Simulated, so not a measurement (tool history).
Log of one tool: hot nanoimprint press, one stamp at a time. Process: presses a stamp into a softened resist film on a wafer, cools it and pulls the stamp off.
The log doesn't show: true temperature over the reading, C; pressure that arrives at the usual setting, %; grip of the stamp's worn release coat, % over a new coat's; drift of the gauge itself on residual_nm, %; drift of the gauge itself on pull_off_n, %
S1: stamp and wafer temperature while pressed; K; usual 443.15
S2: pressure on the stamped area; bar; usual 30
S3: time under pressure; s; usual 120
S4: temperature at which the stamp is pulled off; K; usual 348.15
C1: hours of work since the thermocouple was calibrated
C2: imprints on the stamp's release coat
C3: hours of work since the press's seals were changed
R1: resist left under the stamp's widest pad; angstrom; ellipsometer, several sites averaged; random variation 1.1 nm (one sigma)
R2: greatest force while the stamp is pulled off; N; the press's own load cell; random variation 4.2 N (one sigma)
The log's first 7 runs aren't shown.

Run 8, hour 185.2: usual settings but S3 156 s; C1 153; C2 509; C3 647. Result: R1 1559 angstrom, R2 214 N.
Run 9, hour 230.4: usual settings; C1 182; C2 634; C3 676. Result: R1 1723 angstrom, R2 223 N.
Run 10, hour 269.6: usual settings; C1 207; C2 742; C3 701. Result: R1 1723 angstrom, R2 218 N.
At hour 309.2: stamp cleaned and given a new release coat.
Run 11, hour 309.2: usual settings; C1 229; C2 0; C3 723. Result: R1 1712 angstrom, R2 218 N.
Run 12, hour 335.4: usual settings; C1 246; C2 72; C3 740. Result: R1 1722 angstrom, R2 223 N.
Run 13, hour 377.7: usual settings but S3 112 s; C1 273; C2 188; C3 767. Result: R1 1753 angstrom, R2 221 N.
Run 14, hour 416.8: usual settings but S3 112 s; C1 298; C2 296; C3 792. Result: R1 1755 angstrom, R2 225 N.
Run 15, hour 444.8: usual settings; C1 316; C2 373; C3 810. Result: R1 1696 angstrom, R2 225 N.
Run 16, hour 468.6: usual settings but S1 439.15 K, S4 334.15 K; C1 331; C2 438; C3 825. Result: R1 2087 angstrom, R2 290 N.
Run 17, hour 504.2: usual settings but S1 447.15 K, S3 185 s, S4 335.15 K; C1 354; C2 536; C3 848. Result: R1 1175 angstrom, R2 292 N.
Run 18, hour 537.8: usual settings but S1 433.15 K, S2 25.2 bar, S3 84 s, S4 355.15 K; C1 375; C2 629; C3 869. Result: R1 2980 angstrom, R2 177 N.
Run 19, hour 576.1: usual settings but S1 433.15 K, S2 25.2 bar, S3 84 s, S4 355.15 K; C1 400; C2 734; C3 894. Result: R1 2977 angstrom, R2 197 N.
Run 20, hour 595.3: usual settings; C1 412; C2 787; C3 906. Result: R1 1709 angstrom, R2 230 N.
At hour 620.6: stamp cleaned and given a new release coat.
Run 21, hour 624.5: usual settings but S1 444.15 K; C1 427; C2 11; C3 921. Result: R1 1634 angstrom, R2 221 N.
Run 22, hour 665.2: usual settings but S3 98 s, S4 335.15 K; C1 453; C2 122; C3 947. Result: R1 1863 angstrom, R2 290 N.
Run 23, hour 690.1: usual settings but S3 98 s, S4 335.15 K; C1 469; C2 191; C3 963. Result: R1 1847 angstrom, R2 289 N.
Run 24, hour 718.2: usual settings but S3 98 s, S4 335.15 K; C1 487; C2 268; C3 981. Result: R1 1835 angstrom, R2 285 N.
Run 25, hour 739.5: usual settings but S2 33.6 bar, S3 98 s, S4 335.15 K; C1 501; C2 327; C3 995. Result: R1 1758 angstrom, R2 293 N.
Run 26, hour 771.1: usual settings but S2 33.6 bar, S3 98 s, S4 335.15 K; C1 521; C2 414; C3 1015. Result: R1 1762 angstrom, R2 300 N.
Run 27, hour 811.4: usual settings but S2 42.2 bar; C1 547; C2 525; C3 1041. Result: R1 1467 angstrom, R2 220 N.
Run 28, hour 839.5: usual settings but S2 42.2 bar; C1 565; C2 602; C3 1059. Result: R1 1472 angstrom, R2 222 N.
At hour 861.1: plate thermocouple calibrated.
Run 29, hour 879.7: usual settings but S2 42.2 bar; C1 12; C2 704; C3 1082. Result: R1 1462 angstrom, R2 215 N.

The next listed run, before its measurement:
Run 30, hour 913.9: usual settings but S1 448.15 K, S2 18.2 bar, S3 76 s, S4 354.15 K; C1 34; C2 798; C3 1104. Result: R1 ?, R2 ?.

R1: 1950 angstrom
R2: 184 N
Without the tool's hidden state the same run would have given R1 1949 angstrom, R2 182 N.
